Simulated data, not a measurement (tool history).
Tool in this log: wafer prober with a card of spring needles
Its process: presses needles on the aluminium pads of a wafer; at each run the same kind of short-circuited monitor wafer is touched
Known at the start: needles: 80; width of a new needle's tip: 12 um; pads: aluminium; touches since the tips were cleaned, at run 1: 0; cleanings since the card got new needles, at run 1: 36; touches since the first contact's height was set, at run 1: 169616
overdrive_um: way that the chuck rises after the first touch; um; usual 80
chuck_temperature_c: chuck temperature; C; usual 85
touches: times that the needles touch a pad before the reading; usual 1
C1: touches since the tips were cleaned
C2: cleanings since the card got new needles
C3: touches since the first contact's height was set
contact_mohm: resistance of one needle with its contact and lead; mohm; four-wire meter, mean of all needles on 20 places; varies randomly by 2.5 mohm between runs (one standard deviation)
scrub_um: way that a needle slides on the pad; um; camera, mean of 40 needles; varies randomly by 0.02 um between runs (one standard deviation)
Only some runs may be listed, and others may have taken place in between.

{"run": 1, "hour": 0.0, "overdrive_um": 80, "chuck_temperature_c": 85, "touches": 1, "C1": 0, "C2": 36, "C3": 169616, "contact_mohm": 291, "scrub_um": 12.12}
{"hour": 31.7, "done": "tips cleaned on abrasive film"}
{"hour": 64.3, "done": "tips cleaned on abrasive film"}
{"run": 2, "hour": 70.3, "overdrive_um": 80, "chuck_temperature_c": 85, "touches": 1, "C1": 1873, "C2": 38, "C3": 191440, "contact_mohm": 287, "scrub_um": 12.14}
{"hour": 95.1, "done": "tips cleaned on abrasive film"}
{"run": 3, "hour": 112.0, "overdrive_um": 80, "chuck_temperature_c": 85, "touches": 1, "C1": 5262, "C2": 39, "C3": 204388, "contact_mohm": 294, "scrub_um": 12.1}
{"hour": 127.3, "done": "tips cleaned on abrasive film"}
{"hour": 139.7, "done": "height of the first contact set anew"}
{"hour": 158.8, "done": "tips cleaned on abrasive film"}
{"hour": 190.6, "done": "tips cleaned on abrasive film"}
{"run": 4, "hour": 193.9, "overdrive_um": 80, "chuck_temperature_c": 85, "touches": 1, "C1": 1037, "C2": 42, "C3": 16830, "contact_mohm": 291, "scrub_um": 12.12}
{"hour": 223.1, "done": "tips cleaned on abrasive film"}
{"hour": 255.3, "done": "tips cleaned on abrasive film"}
{"run": 5, "hour": 276.8, "overdrive_um": 80, "chuck_temperature_c": 85, "touches": 1, "C1": 6710, "C2": 44, "C3": 42581, "contact_mohm": 293, "scrub_um": 12.13}
{"hour": 287.2, "done": "tips cleaned on abrasive film"}
{"hour": 317.7, "done": "tips cleaned on abrasive film"}
{"run": 6, "hour": 325.7, "overdrive_um": 80, "chuck_temperature_c": 85, "touches": 1, "C1": 2493, "C2": 46, "C3": 57722, "contact_mohm": 291, "scrub_um": 12.1}
{"hour": 346.7, "done": "tips cleaned on abrasive film"}
{"hour": 375.2, "done": "tips cleaned on abrasive film"}
{"run": 7, "hour": 390.4, "overdrive_um": 80, "chuck_temperature_c": 85, "touches": 1, "C1": 4718, "C2": 48, "C3": 77808, "contact_mohm": 292, "scrub_um": 12.11}
{"hour": 410.1, "done": "tips cleaned on abrasive film"}
{"hour": 443.2, "done": "tips cleaned on abrasive film"}
{"run": 8, "hour": 445.8, "overdrive_um": 80, "chuck_temperature_c": 85, "touches": 1, "C1": 810, "C2": 50, "C3": 95003, "contact_mohm": 289, "scrub_um": 12.14}
{"hour": 472.0, "done": "tips cleaned on abrasive film"}
{"hour": 501.6, "done": "tips cleaned on abrasive film"}
{"run": 9, "hour": 503.8, "overdrive_um": 80, "chuck_temperature_c": 85, "touches": 1, "C1": 677, "C2": 52, "C3": 112991, "contact_mohm": 294, "scrub_um": 12.1}
{"hour": 532.5, "done": "tips cleaned on abrasive film"}
{"hour": 562.0, "done": "tips cleaned on abrasive film"}
{"run": 10, "hour": 590.0, "overdrive_um": 80, "chuck_temperature_c": 85, "touches": 1, "C1": 8735, "C2": 54, "C3": 139794, "contact_mohm": 294, "scrub_um": 12.14}
{"hour": 594.5, "done": "tips cleaned on abrasive film"}
{"hour": 625.1, "done": "tips cleaned on abrasive film"}
{"hour": 654.9, "done": "tips cleaned on abrasive film"}
{"run": 11, "hour": 666.6, "overdrive_um": 80, "chuck_temperature_c": 85, "touches": 1, "C1": 3648, "C2": 57, "C3": 163549, "contact_mohm": 291, "scrub_um": 12.12}
{"hour": 684.8, "done": "tips cleaned on abrasive film"}
{"hour": 713.6, "done": "tips cleaned on abrasive film"}
{"run": 12, "hour": 715.5, "overdrive_um": 80, "chuck_temperature_c": 85, "touches": 1, "C1": 594, "C2": 59, "C3": 178691, "contact_mohm": 294, "scrub_um": 12.14}
{"hour": 743.3, "done": "tips cleaned on abrasive film"}
{"hour": 772.3, "done": "tips cleaned on abrasive film"}
{"run": 13, "hour": 785.7, "overdrive_um": 86, "chuck_temperature_c": 85, "touches": 1, "C1": 4179, "C2": 61, "C3": 200512, "contact_mohm": 288, "scrub_um": 13.03}
{"hour": 804.4, "done": "tips cleaned on abrasive film"}
{"hour": 825.8, "done": "height of the first contact set anew"}
{"run": 14, "hour": 825.8, "overdrive_um": 86, "chuck_temperature_c": 85, "touches": 1, "C1": 6574, "C2": 62, "C3": 0, "contact_mohm": 291, "scrub_um": 13.03}
{"hour": 836.9, "done": "tips cleaned on abrasive film"}
{"hour": 870.6, "done": "tips cleaned on abrasive film"}
{"run": 15, "hour": 882.4, "overdrive_um": 86, "chuck_temperature_c": 85, "touches": 1, "C1": 3656, "C2": 64, "C3": 17550, "contact_mohm": 291, "scrub_um": 13.0}
{"hour": 899.5, "done": "tips cleaned on abrasive film"}
{"hour": 930.9, "done": "tips cleaned on abrasive film"}
{"run": 16, "hour": 942.7, "overdrive_um": 86, "chuck_temperature_c": 85, "touches": 1, "C1": 3685, "C2": 66, "C3": 36266, "contact_mohm": 287, "scrub_um": 13.06}
{"hour": 963.5, "done": "tips cleaned on abrasive film"}
{"hour": 999.1, "done": "tips cleaned on abrasive film"}
{"run": 17, "hour": 1009.5, "overdrive_um": 94, "chuck_temperature_c": 43, "touches": 1, "C1": 3238, "C2": 68, "C3": 56991, "contact_mohm": 276, "scrub_um": 14.24}
{"hour": 1029.4, "done": "tips cleaned on abrasive film"}
{"hour": 1060.2, "done": "tips cleaned on abrasive film"}
{"hour": 1090.1, "done": "tips cleaned on abrasive film"}
{"run": 18, "hour": 1090.8, "overdrive_um": 94, "chuck_temperature_c": 43, "touches": 1, "C1": 196, "C2": 71, "C3": 82214, "contact_mohm": 272, "scrub_um": 14.24}
{"hour": 1120.7, "done": "tips cleaned on abrasive film"}
{"hour": 1153.1, "done": "tips cleaned on abrasive film"}
{"run": 19, "hour": 1154.2, "overdrive_um": 94, "chuck_temperature_c": 43, "touches": 1, "C1": 337, "C2": 73, "C3": 101915, "contact_mohm": 279, "scrub_um": 14.25}
{"hour": 1182.2, "done": "tips cleaned on abrasive film"}
{"hour": 1210.7, "done": "tips cleaned on abrasive film"}
{"hour": 1241.0, "done": "tips cleaned on abrasive film"}
{"run": 20, "hour": 1241.0, "overdrive_um": 94, "chuck_temperature_c": 43, "touches": 1, "C1": 0, "C2": 76, "C3": 128852, "contact_mohm": 281, "scrub_um": 14.21}
{"hour": 1270.6, "done": "tips cleaned on abrasive film"}
{"hour": 1300.3, "done": "tips cleaned on abrasive film"}
{"hour": 1332.1, "done": "tips cleaned on abrasive film"}
{"run": 21, "hour": 1332.1, "overdrive_um": 94, "chuck_temperature_c": 43, "touches": 1, "C1": 0, "C2": 79, "C3": 157102, "contact_mohm": 278, "scrub_um": 14.27}
{"hour": 1365.0, "done": "tips cleaned on abrasive film"}
{"run": 22, "hour": 1387.4, "overdrive_um": 94, "chuck_temperature_c": 43, "touches": 1, "C1": 6984, "C2": 80, "C3": 174301, "contact_mohm": 279, "scrub_um": 14.21}
{"hour": 1394.6, "done": "tips cleaned on abrasive film"}
{"hour": 1428.6, "done": "tips cleaned on abrasive film"}
{"run": 23, "hour": 1450.5, "overdrive_um": 78, "chuck_temperature_c": 92, "touches": 1, "C1": 6817, "C2": 82, "C3": 193899, "contact_mohm": 299, "scrub_um": 11.76}
{"hour": 1457.7, "done": "tips cleaned on abrasive film"}
{"hour": 1492.0, "done": "tips cleaned on abrasive film"}
{"hour": 1507.0, "done": "height of the first contact set anew"}
{"hour": 1520.9, "done": "tips cleaned on abrasive film"}
{"run": 24, "hour": 1529.6, "overdrive_um": 79, "chuck_temperature_c": 98, "touches": 2, "C1": 2690, "C2": 85, "C3": 7015, "contact_mohm": 300, "scrub_um": 11.97}
{"hour": 1554.3, "done": "tips cleaned on abrasive film"}
{"hour": 1588.9, "done": "tips cleaned on abrasive film"}
{"run": 25, "hour": 1610.1, "overdrive_um": 62, "chuck_temperature_c": 93, "touches": 2, "C1": 6620, "C2": 87, "C3": 32032, "contact_mohm": 299, "scrub_um": 9.42}
{"hour": 1624.2, "done": "tips cleaned on abrasive film"}
{"hour": 1656.1, "done": "tips cleaned on abrasive film"}
{"hour": 1686.5, "done": "tips cleaned on abrasive film"}
{"run": 26, "hour": 1686.5, "overdrive_um": 98, "chuck_temperature_c": 32, "touches": 3, "C1": 19, "C2": 90, "C3": 55729, "contact_mohm": 271, "scrub_um": 14.83}

Forecast run 27:
{"hour": 1720.5, "done": "tips cleaned on abrasive film"}
{"hour": 1749.0, "done": "tips cleaned on abrasive film"}
{"run": 27, "hour": 1749.0, "overdrive_um": 98, "chuck_temperature_c": 32, "touches": 3, "C1": 0, "C2": 92, "C3": 75119, "contact_mohm": "?", "scrub_um": "?"}

{"run 27": {"contact_mohm": 274, "scrub_um": 14.84}}
Were there no unlogged condition in the tool, this run, its random variation unchanged, would have produced contact_mohm 274 mohm, scrub_um 14.84 um.
